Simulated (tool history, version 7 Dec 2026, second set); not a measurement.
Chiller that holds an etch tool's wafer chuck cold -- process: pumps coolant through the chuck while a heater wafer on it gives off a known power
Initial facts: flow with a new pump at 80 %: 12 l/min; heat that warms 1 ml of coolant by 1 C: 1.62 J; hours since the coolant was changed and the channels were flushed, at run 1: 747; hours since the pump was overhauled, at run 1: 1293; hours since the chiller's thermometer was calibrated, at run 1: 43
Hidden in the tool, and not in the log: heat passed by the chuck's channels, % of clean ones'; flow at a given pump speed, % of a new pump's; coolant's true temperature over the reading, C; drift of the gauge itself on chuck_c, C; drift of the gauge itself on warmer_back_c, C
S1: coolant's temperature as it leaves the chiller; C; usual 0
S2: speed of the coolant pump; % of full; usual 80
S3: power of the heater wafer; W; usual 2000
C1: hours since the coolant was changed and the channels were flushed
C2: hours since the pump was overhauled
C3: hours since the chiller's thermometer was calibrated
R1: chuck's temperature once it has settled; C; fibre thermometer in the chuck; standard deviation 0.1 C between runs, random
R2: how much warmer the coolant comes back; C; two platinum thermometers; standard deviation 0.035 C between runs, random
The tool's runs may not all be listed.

{"run": 1, "hour": 0.0, "S1": 0, "S2": 80, "S3": 2000, "C1": 747, "C2": 1293, "C3": 43, "R1": 22.0, "R2": 6.41}
{"run": 2, "hour": 143.0, "S1": 0, "S2": 68, "S3": 2000, "C1": 890, "C2": 1436, "C3": 186, "R1": 24.6, "R2": 7.54}
{"run": 3, "hour": 223.7, "S1": 0, "S2": 68, "S3": 2000, "C1": 970, "C2": 1516, "C3": 267, "R1": 24.5, "R2": 7.56}
{"run": 4, "hour": 403.4, "S1": 0, "S2": 80, "S3": 2867, "C1": 1150, "C2": 1696, "C3": 446, "R1": 32.2, "R2": 9.32}
{"run": 5, "hour": 546.1, "S1": 0, "S2": 83, "S3": 2867, "C1": 1293, "C2": 1839, "C3": 589, "R1": 31.7, "R2": 9.1}
{"run": 6, "hour": 727.6, "S1": 0, "S2": 80, "S3": 2901, "C1": 1474, "C2": 2020, "C3": 771, "R1": 33.1, "R2": 9.51}
{"run": 7, "hour": 841.0, "S1": 0, "S2": 80, "S3": 2000, "C1": 1588, "C2": 2134, "C3": 884, "R1": 23.0, "R2": 6.64}
{"run": 8, "hour": 1012.8, "S1": 0, "S2": 80, "S3": 2057, "C1": 1759, "C2": 2305, "C3": 1056, "R1": 23.8, "R2": 6.81}
{"run": 9, "hour": 1175.0, "S1": 3, "S2": 80, "S3": 2000, "C1": 1922, "C2": 2468, "C3": 1218, "R1": 26.5, "R2": 6.67}
{"run": 10, "hour": 1307.6, "S1": 3, "S2": 80, "S3": 2000, "C1": 2054, "C2": 2600, "C3": 1351, "R1": 26.8, "R2": 6.63}
{"run": 11, "hour": 1406.5, "S1": 0, "S2": 80, "S3": 2000, "C1": 2153, "C2": 2699, "C3": 1449, "R1": 23.9, "R2": 6.83}
{"run": 12, "hour": 1523.1, "S1": 0, "S2": 80, "S3": 2000, "C1": 2270, "C2": 2816, "C3": 1566, "R1": 24.1, "R2": 6.71}
{"run": 13, "hour": 1687.5, "S1": 0, "S2": 80, "S3": 2000, "C1": 2434, "C2": 2980, "C3": 1730, "R1": 24.1, "R2": 6.83}
{"run": 14, "hour": 1766.4, "S1": -8, "S2": 80, "S3": 2000, "C1": 2513, "C2": 3059, "C3": 1809, "R1": 16.5, "R2": 6.85}
{"run": 15, "hour": 1859.3, "S1": 3, "S2": 80, "S3": 2000, "C1": 2606, "C2": 3152, "C3": 1902, "R1": 27.6, "R2": 6.83}
{"run": 16, "hour": 1957.9, "S1": 0, "S2": 63, "S3": 2000, "C1": 2704, "C2": 3251, "C3": 2001, "R1": 28.8, "R2": 8.7}
{"run": 17, "hour": 2074.8, "S1": 7, "S2": 94, "S3": 1145, "C1": 2821, "C2": 3367, "C3": 2118, "R1": 20.1, "R2": 3.38}
{"hour": 2112.1, "done": "coolant changed, channels flushed"}
{"run": 18, "hour": 2165.1, "S1": 4, "S2": 100, "S3": 1158, "C1": 53, "C2": 3452, "C3": 2202, "R1": 16.1, "R2": 3.25}
{"run": 19, "hour": 2262.2, "S1": 2, "S2": 80, "S3": 2202, "C1": 150, "C2": 3549, "C3": 2299, "R1": 27.6, "R2": 7.74}
{"run": 20, "hour": 2356.6, "S1": 0, "S2": 96, "S3": 1478, "C1": 245, "C2": 3643, "C3": 2394, "R1": 15.7, "R2": 4.33}
{"run": 21, "hour": 2457.6, "S1": 0, "S2": 80, "S3": 2910, "C1": 346, "C2": 3744, "C3": 2494, "R1": 33.9, "R2": 10.31}
{"run": 22, "hour": 2607.1, "S1": 4, "S2": 80, "S3": 2910, "C1": 495, "C2": 3894, "C3": 2644, "R1": 38.0, "R2": 10.22}
{"run": 23, "hour": 2698.0, "S1": -1, "S2": 95, "S3": 2000, "C1": 586, "C2": 3985, "C3": 2735, "R1": 20.5, "R2": 6.04}
{"hour": 2793.3, "done": "coolant pump overhauled"}
{"run": 24, "hour": 2868.9, "S1": 9, "S2": 63, "S3": 1970, "C1": 752, "C2": 76, "C3": 2901, "R1": 33.9, "R2": 7.68}
{"run": 25, "hour": 3012.9, "S1": 9, "S2": 87, "S3": 1970, "C1": 896, "C2": 220, "C3": 3045, "R1": 29.9, "R2": 5.55}
{"hour": 3027.4, "done": "chiller's thermometer calibrated"}
{"run": 26, "hour": 3188.6, "S1": 9, "S2": 87, "S3": 1970, "C1": 1071, "C2": 394, "C3": 161, "R1": 29.0, "R2": 5.57}
{"run": 27, "hour": 3295.7, "S1": 9, "S2": 87, "S3": 1970, "C1": 1178, "C2": 501, "C3": 268, "R1": 29.3, "R2": 5.63}
{"run": 28, "hour": 3397.7, "S1": -4, "S2": 80, "S3": 1087, "C1": 1280, "C2": 603, "C3": 370, "R1": 7.7, "R2": 3.38}
{"run": 29, "hour": 3571.9, "S1": 4, "S2": 80, "S3": 1365, "C1": 1454, "C2": 778, "C3": 544, "R1": 19.2, "R2": 4.23}
{"run": 30, "hour": 3735.0, "S1": 4, "S2": 80, "S3": 1365, "C1": 1617, "C2": 941, "C3": 708, "R1": 19.3, "R2": 4.31}
{"run": 31, "hour": 3895.7, "S1": 4, "S2": 77, "S3": 2132, "C1": 1778, "C2": 1101, "C3": 868, "R1": 28.5, "R2": 7.11}
{"run": 32, "hour": 4032.2, "S1": 9, "S2": 76, "S3": 2000, "C1": 1914, "C2": 1238, "C3": 1005, "R1": 32.4, "R2": 6.67}

3 options for the next run, each taken on its own from the tool as it stands now. Forecast them:
{"run": "A", "hour": 4128.0, "S1": 0, "S2": 80, "S3": 1508, "C1": 2010, "C2": 1334, "C3": 1101, "R1": "?", "R2": "?"}
{"run": "B", "hour": 4128.0, "S1": 0, "S2": 96, "S3": 1684, "C1": 2010, "C2": 1334, "C3": 1101, "R1": "?", "R2": "?"}
{"run": "C", "hour": 4128.0, "S1": 9, "S2": 76, "S3": 1346, "C1": 2010, "C2": 1334, "C3": 1101, "R1": "?", "R2": "?"}

run=A R1=17.2 R2=4.83
run=B R1=17.3 R2=4.49
run=C R1=24.9 R2=4.57
Without the tool's hidden state the same runs would have given:
run=A R1=15.4 R2=4.63
run=B R1=15.5 R2=4.31
run=C R1=23.3 R2=4.38

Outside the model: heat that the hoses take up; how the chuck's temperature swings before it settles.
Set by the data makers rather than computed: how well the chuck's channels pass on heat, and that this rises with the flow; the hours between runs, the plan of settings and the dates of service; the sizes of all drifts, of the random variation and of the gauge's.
